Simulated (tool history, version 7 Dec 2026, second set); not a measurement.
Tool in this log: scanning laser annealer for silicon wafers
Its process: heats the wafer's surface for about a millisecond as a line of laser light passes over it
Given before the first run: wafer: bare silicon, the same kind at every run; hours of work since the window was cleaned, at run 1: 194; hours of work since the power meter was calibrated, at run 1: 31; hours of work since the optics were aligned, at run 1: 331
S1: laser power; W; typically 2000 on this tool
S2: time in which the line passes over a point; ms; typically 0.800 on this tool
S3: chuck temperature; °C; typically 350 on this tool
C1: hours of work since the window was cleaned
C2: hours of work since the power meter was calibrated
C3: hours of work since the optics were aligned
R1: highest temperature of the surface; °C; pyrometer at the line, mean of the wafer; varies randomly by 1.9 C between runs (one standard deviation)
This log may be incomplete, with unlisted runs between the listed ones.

run,hour,S1,S2,S3,C1,C2,C3,R1
1,0.0,2000,0.800,350,194,31,331,1098
2,8.3,2000,0.800,350,199,36,335,1101
3,18.1,2000,0.711,350,204,41,341,1050
4,29.2,2000,0.711,350,211,47,347,1047
5,46.0,2000,0.870,350,220,56,356,1133
6,57.6,2000,0.800,350,226,63,363,1094
7,73.4,2000,0.800,350,235,72,372,1095
8,83.1,2000,0.784,350,240,77,377,1087
9,91.1,2000,0.784,350,245,81,381,1088
10,106.7,2000,0.784,350,254,90,390,1084
11,116.1,2000,0.800,350,259,95,395,1093
12,126.9,2000,0.800,350,265,101,401,1095
13,136.7,2000,0.900,350,270,107,407,1145
14,149.6,2000,0.900,350,277,114,414,1145
15,165.8,2000,0.900,350,286,123,423,1144
16,175.6,2000,0.900,350,292,128,428,1144
17,191.7,2000,0.900,350,301,137,437,1141
18,204.1,2000,0.900,350,307,144,444,1139
19,221.0,2000,0.693,350,317,153,453,1035
20,231.3,2000,0.693,350,323,159,459,1032
21,244.5,2000,0.777,350,330,166,466,1079
22,259.9,1742,0.923,332,338,175,475,1025
23,269.7,1844,0.996,350,344,180,480,1116
24,285.2,1970,0.696,380,352,189,489,1050
25,292.6,1842,0.696,342,356,193,493,965
26,306.3,2000,0.910,368,364,201,500,1161
27,315.4,1980,0.774,378,369,206,506,1091
28,330.4,2000,0.800,347,377,214,514,1079
29,344.4,2000,0.800,347,385,222,522,1081
30,356.1,2000,0.800,347,392,228,528,1080
31,367.7,2000,0.800,347,398,235,534,1078
32,383.6,2000,0.801,347,407,243,543,1081
33,393.1,2042,0.589,361,412,249,549,987
34,410.6,1999,0.664,372,422,258,558,1026
35,420.7,1999,0.728,376,427,264,564,1066
36,435.2,2126,0.978,310,435,272,572,1179
37,447.9,2079,0.838,335,442,279,579,1114
38,456.2,1998,0.838,335,447,284,584,1080
39,470.6,1998,0.620,374,455,292,591,1004
40,482.6,1998,0.620,374,462,298,598,1004
41,498.0,1840,0.958,369,470,307,607,1104

Alternative continuations, all from the tool just after run 41; predict every row:
A,510.0,2125,0.958,369,477,313,613,?
B,510.0,1898,0.958,369,477,313,613,?
C,510.0,1897,0.670,350,477,313,613,?
D,510.0,1813,0.875,369,477,313,613,?

run,R1
A,1224
B,1129
C,972
D,1060
Take away the tool's hidden state, keep each run's random variation, and the runs would have read:
run,R1
A,1282
B,1180
C,1014
D,1107

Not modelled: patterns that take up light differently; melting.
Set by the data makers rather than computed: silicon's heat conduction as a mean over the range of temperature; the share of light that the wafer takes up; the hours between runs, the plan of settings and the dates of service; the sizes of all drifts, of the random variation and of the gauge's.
